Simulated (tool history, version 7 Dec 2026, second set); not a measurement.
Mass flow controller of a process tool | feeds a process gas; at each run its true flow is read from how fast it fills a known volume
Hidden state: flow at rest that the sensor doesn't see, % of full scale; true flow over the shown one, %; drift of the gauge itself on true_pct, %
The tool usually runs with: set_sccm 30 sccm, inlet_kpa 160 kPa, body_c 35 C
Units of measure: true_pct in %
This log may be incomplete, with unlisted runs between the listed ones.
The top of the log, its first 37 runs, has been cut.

run,day,set_sccm,inlet_kpa,body_c,hours of work since the controller was set to zero,hours of work since the controller was changed,true_pct
38,178.938,23,185,32,3839,3839,98.73
39,182.796,72,229,39,3878,3878,99.29
40,187.308,30,210,35,3924,3924,98.84
41,190.025,97,226,39,3952,3952,99.64
42,194.346,97,226,26,3996,3996,100.12
43,199.338,97,226,26,4047,4047,100.08
44,202.346,23,238,35,4077,4077,98.99
45,205.483,23,238,35,4109,4109,98.93
46,209.033,52,211,35,4145,4145,99.2
47,212.996,32,160,35,4186,4186,98.6
48,217.983,32,160,35,4236,4236,98.54

Forecast each of these 4 alternatives for the next run:
A,224.058,30,160,24,4298,4298,?
B,224.058,47,173,21,4298,4298,?
C,224.058,96,196,23,4298,4298,?
D,224.058,13,177,35,4298,4298,?

run,true_pct
A,98.99
B,99.41
C,99.97
D,98.35
The same runs, with their run-to-run variation unchanged, on a tool lacking any hidden condition would have given:
run,true_pct
A,98.98
B,99.41
C,99.98
D,98.34

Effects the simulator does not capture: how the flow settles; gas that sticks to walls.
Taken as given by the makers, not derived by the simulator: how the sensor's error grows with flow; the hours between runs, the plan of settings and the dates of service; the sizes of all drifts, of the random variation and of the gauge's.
